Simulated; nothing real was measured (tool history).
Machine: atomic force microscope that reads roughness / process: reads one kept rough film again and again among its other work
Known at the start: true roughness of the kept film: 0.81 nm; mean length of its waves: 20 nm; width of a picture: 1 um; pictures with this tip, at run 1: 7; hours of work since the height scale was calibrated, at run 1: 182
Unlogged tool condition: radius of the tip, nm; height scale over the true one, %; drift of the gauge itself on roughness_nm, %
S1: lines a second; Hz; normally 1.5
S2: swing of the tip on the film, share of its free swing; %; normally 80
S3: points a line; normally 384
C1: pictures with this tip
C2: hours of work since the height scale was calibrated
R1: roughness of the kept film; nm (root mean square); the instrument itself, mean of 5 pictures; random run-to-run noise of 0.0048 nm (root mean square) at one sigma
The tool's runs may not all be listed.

Run 1, hour 0: usual settings; C1 7; C2 182. Result: R1 0.664 nm (root mean square).
Run 2, hour 13.9: usual settings; C1 24; C2 190. Result: R1 0.648 nm (root mean square).
Run 3, hour 27.5: usual settings but S3 375; C1 42; C2 199. Result: R1 0.637 nm (root mean square).
Run 4, hour 34.8: usual settings; C1 51; C2 203. Result: R1 0.633 nm (root mean square).
Run 5, hour 43.4: usual settings; C1 62; C2 209. Result: R1 0.627 nm (root mean square).
Run 6, hour 50.6: usual settings; C1 71; C2 213. Result: R1 0.622 nm (root mean square).
Run 7, hour 57.9: usual settings; C1 80; C2 218. Result: R1 0.62 nm (root mean square).
Run 8, hour 68: usual settings but S2 76 %, S3 470; C1 93; C2 224. Result: R1 0.617 nm (root mean square).
Run 9, hour 79.7: usual settings but S2 76 %, S3 470; C1 108; C2 232. Result: R1 0.62 nm (root mean square).
Run 10, hour 89.6: usual settings but S2 89 %, S3 1021; C1 120; C2 238. Result: R1 0.574 nm (root mean square).
Run 11, hour 104: usual settings but S1 3.98 Hz, S3 476; C1 138; C2 247. Result: R1 0.496 nm (root mean square).
At hour 111.9: new tip fitted.
Run 12, hour 112: usual settings but S1 3.98 Hz, S3 421; C1 0; C2 252. Result: R1 0.546 nm (root mean square).
Run 13, hour 123.5: usual settings but S2 89 %; C1 14; C2 259. Result: R1 0.611 nm (root mean square).
Run 14, hour 134.6: usual settings but S1 2.65 Hz, S2 59 %, S3 537; C1 28; C2 266. Result: R1 0.677 nm (root mean square).

What if the next run were any one of these 4? Each begins from the tool's condition after run 14:
Run A, hour 148.5: usual settings but S1 0.62 Hz, S2 77 %, S3 643; C1 46; C2 275. Result: R1 ?.
Run B, hour 148.5: usual settings but S1 1.41 Hz, S2 67 %; C1 46; C2 275. Result: R1 ?.
Run C, hour 148.5: usual settings but S1 0.69 Hz, S2 60 %, S3 537; C1 46; C2 275. Result: R1 ?.
Run D, hour 148.5: usual settings but S1 2.65 Hz, S2 59 %, S3 309; C1 46; C2 275. Result: R1 ?.

run     R1
  A  0.691
  B  0.667
  C  0.712
  D  0.663
Without the tool's hidden state the same runs would have given:
run     R1
  A  0.725
  B  0.699
  C  0.747
  D  0.696
